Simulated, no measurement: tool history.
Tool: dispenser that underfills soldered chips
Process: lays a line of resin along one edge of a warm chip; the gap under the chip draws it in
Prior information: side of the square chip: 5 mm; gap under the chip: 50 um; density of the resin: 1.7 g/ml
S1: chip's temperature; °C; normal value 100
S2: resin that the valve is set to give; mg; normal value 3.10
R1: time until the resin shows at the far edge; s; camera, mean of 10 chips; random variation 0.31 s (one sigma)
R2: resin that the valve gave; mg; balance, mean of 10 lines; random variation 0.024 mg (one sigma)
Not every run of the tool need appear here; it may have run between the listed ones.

run	hour	S1	S2	R1	R2
1	0.0	100	3.10	9.7	3.02
# hour 7.9: new syringe of resin
2	11.8	100	2.73	10.5	2.71
# hour 20.3: new syringe of resin
3	21.2	100	2.73	9.9	2.64
# hour 32.9: new syringe of resin
4	36.4	100	2.73	10.3	2.67
# hour 45.2: new syringe of resin
5	45.2	102	3.10	8.3	2.98
6	54.3	102	3.10	11.2	2.98
# hour 58.0: new syringe of resin
7	67.8	102	3.10	11.5	2.98
# hour 70.7: new syringe of resin
8	79.7	100	3.10	11.4	2.95
# hour 83.5: new syringe of resin
9	90.2	100	3.78	11.1	3.63
# hour 95.8: new syringe of resin
10	97.8	100	3.78	9.7	3.56
11	107.1	100	3.78	12.0	3.61
# hour 108.5: new syringe of resin
12	114.1	100	3.78	11.0	3.57
# hour 116.1: dispensing valve cleaned and set on the balance
# hour 121.9: new syringe of resin
13	126.0	100	3.78	10.2	3.80
# hour 134.7: new syringe of resin
14	141.1	100	3.78	10.4	3.71
# hour 148.1: new syringe of resin
15	150.1	100	3.78	8.8	3.73
# hour 161.0: new syringe of resin
16	164.7	100	3.10	9.9	3.08
# hour 173.1: new syringe of resin
17	173.7	100	3.10	9.4	3.03
18	183.0	100	3.10	11.3	3.02
# hour 185.7: new syringe of resin
19	194.0	103	3.40	9.9	3.38
# hour 198.2: new syringe of resin
20	209.2	103	3.01	11.5	2.91
# hour 210.6: new syringe of resin
21	216.1	103	3.01	9.7	2.93
# hour 222.9: new syringe of resin
22	230.3	103	3.01	10.0	2.90
# hour 236.0: new syringe of resin
23	245.2	103	3.01	10.8	2.91
# hour 248.5: new syringe of resin
24	253.2	113	3.92	7.2	3.80
# hour 261.0: new syringe of resin
25	264.8	96	2.62	11.6	2.54
# hour 273.3: new syringe of resin
26	274.9	113	3.33	5.9	3.25
# hour 285.7: new syringe of resin
27	288.0	113	3.33	5.9	3.22
# hour 298.5: new syringe of resin
28	301.7	97	3.64	10.1	3.45
29	309.8	96	3.24	13.4	3.09
# hour 311.1: new syringe of resin
30	320.7	90	2.63	16.6	2.49
# hour 323.8: new syringe of resin
# hour 324.8: dispensing valve cleaned and set on the balance
31	334.7	111	2.94	8.1	2.94
# hour 337.7: new syringe of resin
32	343.4	111	2.94	7.0	2.95
# hour 350.1: new syringe of resin
33	351.8	107	3.91	7.4	3.87
34	361.7	107	3.91	9.5	3.83
# hour 362.6: new syringe of resin
35	370.3	99	2.89	11.9	2.82

Estimate the outcome of run 36 from the log above:
# hour 374.7: new syringe of resin
36	381.0	97	3.14	?	?

{"run 36": {"R1": 10.9, "R2": 3.11}}
With no hidden state in the tool, this same run would have given R1 10.0 s, R2 3.16 mg.

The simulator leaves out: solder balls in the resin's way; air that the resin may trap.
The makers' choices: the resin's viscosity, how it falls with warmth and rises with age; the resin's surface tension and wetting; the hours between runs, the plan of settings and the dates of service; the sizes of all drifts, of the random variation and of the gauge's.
